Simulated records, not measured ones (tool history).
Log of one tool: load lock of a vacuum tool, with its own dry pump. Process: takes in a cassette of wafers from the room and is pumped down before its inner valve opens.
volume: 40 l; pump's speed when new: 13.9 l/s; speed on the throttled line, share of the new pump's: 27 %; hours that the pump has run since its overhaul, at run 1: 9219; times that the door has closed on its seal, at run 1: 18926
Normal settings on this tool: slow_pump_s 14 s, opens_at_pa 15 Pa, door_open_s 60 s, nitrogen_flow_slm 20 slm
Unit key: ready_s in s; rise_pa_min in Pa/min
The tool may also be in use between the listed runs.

run    hour  slow_pump_s  opens_at_pa  door_open_s  nitrogen_flow_slm  hours that the pump has run since its overhaul  times that the door has closed on its seal  incoming humidity of the room's air, %  ready_s  rise_pa_min
  1     0.0           14           15           60                 20                                            9219                                       18926                                    47.6     38.2        0.209
  2   195.2           14           15           60                 20                                            9414                                       19490                                    44.6     37.7        0.219
  3   447.6           14           15          210                 20                                            9666                                       20219                                    44.3     38.0        0.233
  4   632.3           14           15           60                 20                                            9851                                       20753                                    44.9     38.0        0.239
  5   860.2           14           15           60                 20                                           10079                                       21412                                    50.7     38.1        0.251
  6  1035.1           14           15           60                 20                                           10254                                       21917                                    41.3     38.1        0.253
  7  1394.6           14           15           60                 20                                           10613                                       22956                                    45.5     38.5        0.276
  8  1719.8           22           15           60                 20                                           10939                                       23895                                    44.7     44.1        0.288
  9  2079.8           14           15           60                 27                                           11299                                       24935                                    44.2     38.2        0.309
 10  2426.3           14           15           60                 27                                           11645                                       25937                                    46.6     38.5        0.321
 11  2779.4           14           15           60                 20                                           11998                                       26957                                    42.0     38.8        0.337
 12  2956.0           11           15           60                 20                                           12175                                       27467                                    43.1     36.5        0.339
 13  3218.3           14           15           60                 14                                           12437                                       28225                                    47.4     38.8        0.366
 14  3472.3           14           15           60                 14                                           12691                                       28959                                    44.9     38.9        0.372
 15  3823.2           14           15           60                 20                                           13042                                       29973                                    44.0     39.3        0.389
 16  4065.6           14           15           60                 20                                           13284                                       30673                                    43.5     39.0        0.398
 17  4231.5           14           15           60                 20                                           13450                                       31153                                    45.5     39.3        0.406
 18  4516.6           14           15           60                 20                                           13735                                       31977                                    43.3     39.1        0.422
 19  4726.0           14           15           60                 20                                           13945                                       32582                                    44.8     39.3        0.446
 20  4896.0           14           19           60                  9                                           14115                                       33073                                    41.4     38.5        0.451
 21  5188.0           10           15           60                 20                                           14407                                       33917                                    44.3     36.5        0.470
 22  5448.8           11           10          111                 25                                           14668                                       34670                                    45.7     38.6        0.495
 23  5806.5           14           15           70                 20                                           15025                                       35704                                    43.8     39.4        0.502
 24  5975.8           14           15           70                 20                                           15195                                       36193                                    43.1     39.6        0.524
     6071.5  -- dry pump taken out, an overhauled one fitted
 25  6228.5           22           15          112                  7                                             157                                       36906                                    47.0     41.7        0.552
 26  6503.5            7           15           36                  7                                             432                                       37700                                    45.7     30.9        0.548
 27  6853.3           14           16          152                 20                                             782                                       38711                                    48.2     35.8        0.583
 28  7248.7           26           16          152                 20                                            1177                                       39854                                    46.6     44.9        0.599
 29  7465.9           26           16          152                 20                                            1394                                       40481                                    47.2     44.9        0.642
 30  7805.2           26           16          152                 20                                            1734                                       41462                                    45.1     44.9        0.659
     7865.7  -- door's seal changed, seat wiped
 31  8192.1           14           15           43                  9                                            2119                                         943                                    45.6     36.5        0.031
 32  8393.0            8           20          170                  9                                            2320                                        1524                                    45.5     31.4        0.054
 33  8571.6            8           20          170                  9                                            2499                                        2040                                    42.7     31.4        0.051
 34  8860.1           11           26           59                  9                                            2787                                        2874                                    45.0     32.8        0.044
 35  9035.7           11           26           59                  9                                            2963                                        3381                                    43.7     33.0        0.050
 36  9290.6           11           26           59                  9                                            3218                                        4118                                    46.2     32.9        0.053
 37  9575.7            9           15          106                 43                                            3503                                        4941                                    45.0     32.9        0.050

Below are 4 alternative next runs, each starting from the tool's condition after run 37. Predict each:
  A  9771.8           26           23           29                 20                                            3699                                        5508                                    44.3        ?            ?
  B  9771.8           15           15           60                 29                                            3699                                        5508                                    47.3        ?            ?
  C  9771.8            7           12           60                  8                                            3699                                        5508                                    49.9        ?            ?
  D  9771.8           14           15           60                 22                                            3699                                        5508                                    46.1        ?            ?

run  ready_s  rise_pa_min
  A     44.3        0.053
  B     37.7        0.050
  C     32.5        0.070
  D     36.9        0.054
The same runs, with their run-to-run variation unchanged, on a tool lacking any hidden condition would have given:
run  ready_s  rise_pa_min
  A     43.5        0.018
  B     36.7        0.015
  C     31.3        0.035
  D     36.0        0.020

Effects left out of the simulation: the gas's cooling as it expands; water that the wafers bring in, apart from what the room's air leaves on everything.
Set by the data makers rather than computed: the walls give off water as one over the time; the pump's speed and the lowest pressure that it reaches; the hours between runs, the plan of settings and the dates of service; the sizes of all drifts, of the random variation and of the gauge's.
